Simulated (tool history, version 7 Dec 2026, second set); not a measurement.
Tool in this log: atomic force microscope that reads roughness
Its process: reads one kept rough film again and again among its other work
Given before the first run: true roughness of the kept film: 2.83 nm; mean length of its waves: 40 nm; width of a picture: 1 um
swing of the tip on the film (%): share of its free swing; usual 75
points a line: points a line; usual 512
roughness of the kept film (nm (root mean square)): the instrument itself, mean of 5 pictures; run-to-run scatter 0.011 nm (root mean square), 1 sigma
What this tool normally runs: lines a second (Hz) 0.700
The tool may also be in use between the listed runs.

| run | hour | lines a second (Hz) | swing of the tip on the film (%) | points a line | roughness of the kept film (nm (root mean square)) |
|---|---|---|---|---|---|
| 1 | 0.0 | 0.700 | 75 | 512 | 2.662 |
| 2 | 56.5 | 0.700 | 75 | 487 | 2.640 |
| 3 | 92.7 | 0.700 | 71 | 512 | 2.681 |
| 4 | 134.9 | 0.700 | 74 | 512 | 2.655 |
| 5 | 175.5 | 0.700 | 61 | 512 | 2.701 |
|  | 224.3 | new tip fitted |
| 6 | 233.1 | 0.700 | 61 | 512 | 2.687 |
| 7 | 272.4 | 0.700 | 87 | 512 | 2.598 |
| 8 | 319.0 | 0.700 | 75 | 512 | 2.648 |
| 9 | 352.7 | 0.700 | 85 | 512 | 2.583 |
| 10 | 400.4 | 0.700 | 85 | 512 | 2.595 |
| 11 | 430.9 | 0.700 | 85 | 512 | 2.596 |
| 12 | 462.0 | 0.700 | 85 | 512 | 2.591 |
|  | 467.9 | new tip fitted |
| 13 | 494.9 | 0.700 | 85 | 512 | 2.598 |
| 14 | 532.8 | 0.700 | 85 | 512 | 2.605 |
| 15 | 561.6 | 0.700 | 85 | 512 | 2.609 |
| 16 | 595.9 | 0.700 | 59 | 512 | 2.678 |
| 17 | 635.5 | 0.700 | 59 | 512 | 2.698 |
| 18 | 668.6 | 0.700 | 59 | 512 | 2.704 |
| 19 | 708.2 | 0.700 | 59 | 512 | 2.680 |
|  | 712.4 | new tip fitted |
| 20 | 768.1 | 2.450 | 59 | 512 | 2.618 |
| 21 | 814.8 | 2.450 | 59 | 512 | 2.625 |
| 22 | 867.0 | 1.467 | 59 | 512 | 2.645 |
| 23 | 901.9 | 1.161 | 79 | 478 | 2.567 |
|  | 957.1 | new tip fitted |
| 24 | 957.1 | 2.746 | 56 | 366 | 2.618 |
| 25 | 1020.7 | 0.563 | 56 | 366 | 2.703 |
| 26 | 1076.4 | 1.784 | 67 | 654 | 2.612 |
| 27 | 1131.2 | 1.877 | 60 | 720 | 2.647 |
| 28 | 1181.2 | 1.877 | 61 | 541 | 2.641 |
|  | 1203.2 | new tip fitted |
| 29 | 1207.4 | 0.730 | 85 | 964 | 2.582 |
| 30 | 1267.1 | 0.730 | 85 | 964 | 2.619 |
| 31 | 1302.2 | 0.730 | 85 | 964 | 2.602 |
| 32 | 1359.5 | 0.730 | 61 | 964 | 2.679 |
| 33 | 1415.1 | 0.730 | 61 | 964 | 2.706 |
|  | 1449.0 | new tip fitted |
| 34 | 1474.7 | 0.730 | 61 | 964 | 2.693 |
| 35 | 1525.2 | 0.730 | 61 | 964 | 2.684 |
| 36 | 1559.1 | 2.644 | 75 | 512 | 2.464 |
| 37 | 1602.0 | 2.644 | 75 | 512 | 2.465 |
| 38 | 1647.7 | 0.524 | 75 | 512 | 2.693 |
| 39 | 1681.8 | 1.615 | 75 | 436 | 2.532 |
|  | 1694.3 | new tip fitted |
| 40 | 1737.0 | 1.050 | 75 | 436 | 2.599 |
| 41 | 1770.9 | 2.421 | 65 | 808 | 2.575 |
| 42 | 1828.1 | 2.421 | 65 | 808 | 2.577 |
| 43 | 1866.2 | 0.700 | 82 | 440 | 2.629 |
| 44 | 1923.9 | 1.493 | 69 | 371 | 2.599 |

Below are 3 alternative next runs, each starting from the tool's condition after run 44. Predict each:
|  | 1940.3 | new tip fitted |
| A | 1982.2 | 2.963 | 71 | 314 | ? |
|  | 1940.3 | new tip fitted |
| B | 1982.2 | 3.698 | 75 | 368 | ? |
|  | 1940.3 | new tip fitted |
| C | 1982.2 | 1.493 | 69 | 910 | ? |

| run | roughness of the kept film (nm (root mean square)) |
|---|---|
| A | 2.454 |
| B | 2.359 |
| C | 2.618 |
With no hidden state in the tool, these same runs would have given:
| run | roughness of the kept film (nm (root mean square)) |
|---|---|
| A | 2.456 |
| B | 2.361 |
| C | 2.619 |
